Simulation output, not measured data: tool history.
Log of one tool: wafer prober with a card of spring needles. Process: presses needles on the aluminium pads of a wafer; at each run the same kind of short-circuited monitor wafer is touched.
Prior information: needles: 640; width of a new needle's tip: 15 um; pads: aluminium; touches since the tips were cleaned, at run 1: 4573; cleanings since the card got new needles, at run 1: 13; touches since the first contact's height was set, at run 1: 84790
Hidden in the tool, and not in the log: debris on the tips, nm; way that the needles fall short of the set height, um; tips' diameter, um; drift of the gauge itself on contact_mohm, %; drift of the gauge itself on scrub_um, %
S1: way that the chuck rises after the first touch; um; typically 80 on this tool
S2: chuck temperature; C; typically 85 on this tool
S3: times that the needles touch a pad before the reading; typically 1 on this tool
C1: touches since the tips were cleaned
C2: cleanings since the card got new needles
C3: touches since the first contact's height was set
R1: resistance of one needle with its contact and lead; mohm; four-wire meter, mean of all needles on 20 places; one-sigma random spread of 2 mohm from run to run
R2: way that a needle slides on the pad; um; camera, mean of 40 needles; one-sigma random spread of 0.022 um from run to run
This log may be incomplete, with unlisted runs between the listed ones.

Run 1, day 0: usual settings; C1 4573; C2 13; C3 84790. Result: R1 266 mohm, R2 17.31 um.
At day 0.142: tips cleaned on abrasive film.
Run 2, day 0.417: usual settings but S1 65 um; C1 1609; C2 14; C3 87200. Result: R1 253 mohm, R2 13.98 um.
At day 1.05: tips cleaned on abrasive film.
Run 3, day 1.4: usual settings but S1 65 um; C1 2029; C2 15; C3 92889. Result: R1 258 mohm, R2 13.94 um.
At day 2.004: tips cleaned on abrasive film.
Run 4, day 2.062: usual settings but S1 75 um; C1 336; C2 16; C3 96742. Result: R1 228 mohm, R2 16.15 um.
Run 5, day 2.712: usual settings but S1 75 um; C1 4107; C2 16; C3 100513. Result: R1 263 mohm, R2 16.15 um.
At day 2.9: tips cleaned on abrasive film.
Run 6, day 3.158: usual settings but S1 75 um; C1 1506; C2 17; C3 103099. Result: R1 240 mohm, R2 16.11 um.
At day 3.854: tips cleaned on abrasive film.
Run 7, day 3.879: usual settings but S1 75 um, S2 82 C; C1 167; C2 18; C3 107282. Result: R1 222 mohm, R2 16.13 um.
Run 8, day 4.292: usual settings but S1 75 um, S2 82 C; C1 2568; C2 18; C3 109683. Result: R1 249 mohm, R2 16.12 um.
At day 4.746: tips cleaned on abrasive film.
Run 9, day 5.05: usual settings but S1 75 um, S2 68 C; C1 1760; C2 19; C3 114063. Result: R1 239 mohm, R2 16.1 um.
At day 5.688: tips cleaned on abrasive film.
Run 10, day 5.738: usual settings; C1 299; C2 20; C3 118051. Result: R1 223 mohm, R2 17.17 um.
At day 6.596: tips cleaned on abrasive film.
Run 11, day 6.679: usual settings but S2 54 C; C1 489; C2 21; C3 123515. Result: R1 220 mohm, R2 17.17 um.
Run 12, day 7.388: usual settings; C1 4611; C2 21; C3 127637. Result: R1 263 mohm, R2 17.13 um.
At day 7.529: tips cleaned on abrasive film.
Run 13, day 7.812: usual settings; C1 1645; C2 22; C3 130087. Result: R1 240 mohm, R2 17.14 um.
At day 8.429: tips cleaned on abrasive film.
Run 14, day 8.588: usual settings; C1 927; C2 23; C3 134582. Result: R1 231 mohm, R2 17.1 um.
Run 15, day 9.304: usual settings; C1 5099; C2 23; C3 138754. Result: R1 261 mohm, R2 17.13 um.
At day 9.375: tips cleaned on abrasive film.
Run 16, day 10.142: usual settings; C1 4475; C2 24; C3 143619. Result: R1 264 mohm, R2 17.12 um.
At day 10.271: tips cleaned on abrasive film.
Run 17, day 10.983: usual settings; C1 4132; C2 25; C3 148484. Result: R1 258 mohm, R2 17.14 um.
At day 11.192: tips cleaned on abrasive film.
Run 18, day 11.533: usual settings; C1 2002; C2 26; C3 151681. Result: R1 247 mohm, R2 17.09 um.
At day 12.121: tips cleaned on abrasive film.
Run 19, day 12.438: usual settings; C1 1840; C2 27; C3 156914. Result: R1 243 mohm, R2 17.09 um.
Run 20, day 12.958: usual settings; C1 4879; C2 27; C3 159953. Result: R1 263 mohm, R2 17.02 um.
At day 13.046: tips cleaned on abrasive film.
At day 13.454: height of the first contact set anew.
Run 21, day 13.508: usual settings but S1 78 um; C1 2637; C2 28; C3 325. Result: R1 249 mohm, R2 17.06 um.
At day 14.033: tips cleaned on abrasive film.
Run 22, day 14.271: usual settings but S1 75 um, S3 2; C1 1375; C2 29; C3 4724. Result: R1 229 mohm, R2 16.37 um.
At day 14.967: tips cleaned on abrasive film.
Run 23, day 15.133: usual settings but S1 75 um, S3 2; C1 971; C2 30; C3 9744. Result: R1 230 mohm, R2 16.34 um.
At day 15.904: tips cleaned on abrasive film.
Run 24, day 15.975: usual settings but S2 93 C; C1 393; C2 31; C3 14604. Result: R1 228 mohm, R2 17.41 um.
Run 25, day 16.604: usual settings but S2 93 C; C1 4068; C2 31; C3 18279. Result: R1 258 mohm, R2 17.41 um.
At day 16.817: tips cleaned on abrasive film.
Run 26, day 17.121: usual settings but S2 45 C, S3 2; C1 1765; C2 32; C3 21269. Result: R1 222 mohm, R2 17.41 um.
Run 27, day 17.638: usual settings but S2 45 C, S3 2; C1 4765; C2 32; C3 24269. Result: R1 234 mohm, R2 17.45 um.
At day 17.767: tips cleaned on abrasive film.
Run 28, day 18.55: usual settings but S2 45 C, S3 2; C1 4575; C2 33; C3 29573. Result: R1 234 mohm, R2 17.41 um.
At day 18.662: tips cleaned on abrasive film.
Run 29, day 19.433: usual settings but S2 67 C; C1 4499; C2 34; C3 34700. Result: R1 258 mohm, R2 17.4 um.

Branching from run 29: 5 alternative next runs. What would each branch give?
At day 19.562: tips cleaned on abrasive film.
Run A, day 20.425: usual settings but S2 121 C, S3 2; C1 5031; C2 35; C3 40446. Result: R1 ?, R2 ?.
At day 19.562: tips cleaned on abrasive film.
Run B, day 20.425: usual settings but S2 96 C; C1 5031; C2 35; C3 40446. Result: R1 ?, R2 ?.
At day 19.562: tips cleaned on abrasive film.
Run C, day 20.425: usual settings but S2 84 C; C1 5031; C2 35; C3 40446. Result: R1 ?, R2 ?.
At day 19.562: tips cleaned on abrasive film.
Run D, day 20.425: usual settings but S2 67 C; C1 5031; C2 35; C3 40446. Result: R1 ?, R2 ?.
At day 19.562: tips cleaned on abrasive film.
Run E, day 20.425: usual settings but S1 68 um, S2 25 C; C1 5031; C2 35; C3 40446. Result: R1 ?, R2 ?.

run   R1     R2
  A  250  17.37
  B  266  17.37
  C  260  17.33
  D  261  17.35
  E  270  14.76
The same runs, with their run-to-run variation unchanged, on a tool lacking any hidden condition would have given:
run   R1     R2
  A  223  17.49
  B  220  17.49
  C  214  17.44
  D  213  17.47
  E  203  14.88
